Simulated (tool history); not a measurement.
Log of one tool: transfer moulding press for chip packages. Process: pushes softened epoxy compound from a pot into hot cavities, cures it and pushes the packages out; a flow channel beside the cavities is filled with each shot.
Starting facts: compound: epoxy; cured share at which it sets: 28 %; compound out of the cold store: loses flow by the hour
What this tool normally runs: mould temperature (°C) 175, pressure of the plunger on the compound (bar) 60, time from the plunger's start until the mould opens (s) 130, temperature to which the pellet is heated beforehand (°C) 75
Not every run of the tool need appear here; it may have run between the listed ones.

| run | hour | mould temperature (°C) | pressure of the plunger on the compound (bar) | time from the plunger's start until the mould opens (s) | temperature to which the pellet is heated beforehand (°C) | incoming compound's hours out of the cold store | length that the compound runs in the flow channel (mm) | greatest force on the pins that push the packages out (N) |
|---|---|---|---|---|---|---|---|---|
| 1 | 0 | 175 | 60 | 130 | 75 | 40.8 | 738 | 712 |
| 2 | 6 | 175 | 60 | 130 | 71 | 42 | 736 | 723 |
| 3 | 12.8 | 175 | 60 | 130 | 75 | 12.5 | 887 | 757 |
|  | 18.7 | cavities cleaned with cleaning compound and waxed |
| 4 | 21.5 | 175 | 60 | 130 | 75 | 23.5 | 822 | 510 |
| 5 | 25.2 | 175 | 60 | 130 | 75 | 18 | 855 | 539 |
| 6 | 33.3 | 175 | 60 | 130 | 75 | 46.1 | 714 | 551 |
| 7 | 39.9 | 175 | 60 | 130 | 75 | 35.1 | 767 | 596 |
| 8 | 48.5 | 173 | 60 | 130 | 75 | 33 | 784 | 675 |
| 9 | 55.8 | 173 | 60 | 130 | 75 | 20.3 | 843 | 669 |
| 10 | 64.3 | 175 | 60 | 130 | 75 | 13.6 | 868 | 698 |
| 11 | 69.3 | 175 | 60 | 130 | 75 | 22.5 | 833 | 687 |
| 12 | 75.2 | 175 | 60 | 130 | 75 | 25.1 | 809 | 706 |
| 13 | 81.6 | 169 | 60.4 | 130 | 74 | 11.2 | 915 | 963 |
| 14 | 88.4 | 172 | 63.4 | 130 | 76 | 39.4 | 765 | 761 |
| 15 | 93.1 | 172 | 63.4 | 135 | 73 | 15.2 | 908 | 807 |
| 16 | 97.8 | 172 | 63.4 | 135 | 73 | 43.5 | 752 | 737 |
| 17 | 103.3 | 181 | 63.4 | 135 | 77 | 17.8 | 853 | 660 |
|  | 108.4 | cavities cleaned with cleaning compound and waxed |
| 18 | 109.3 | 170 | 51.5 | 130 | 75 | 14.5 | 822 | 665 |
| 19 | 114.1 | 175 | 53.5 | 148 | 68 | 26.1 | 766 | 479 |

Predict each of these 5 candidate next runs independently; none follows another, all start after run 19:
| A | 122.5 | 175 | 62.8 | 122 | 77 | 28.4 | ? | ? |
| B | 122.5 | 175 | 70.8 | 130 | 75 | 30.7 | ? | ? |
| C | 122.5 | 175 | 53.5 | 148 | 74 | 25.3 | ? | ? |
| D | 122.5 | 181 | 58.5 | 130 | 80 | 10 | ? | ? |
| E | 122.5 | 175 | 53.5 | 142 | 68 | 22.6 | ? | ? |

| run | length that the compound runs in the flow channel (mm) | greatest force on the pins that push the packages out (N) |
|---|---|---|
| A | 811 | 608 |
| B | 843 | 566 |
| C | 764 | 498 |
| D | 862 | 486 |
| E | 782 | 533 |
Stripped of hidden state, with their random variation kept, the same runs would have yielded:
| run | length that the compound runs in the flow channel (mm) | greatest force on the pins that push the packages out (N) |
|---|---|---|
| A | 852 | 515 |
| B | 886 | 480 |
| C | 803 | 422 |
| D | 905 | 412 |
| E | 821 | 453 |
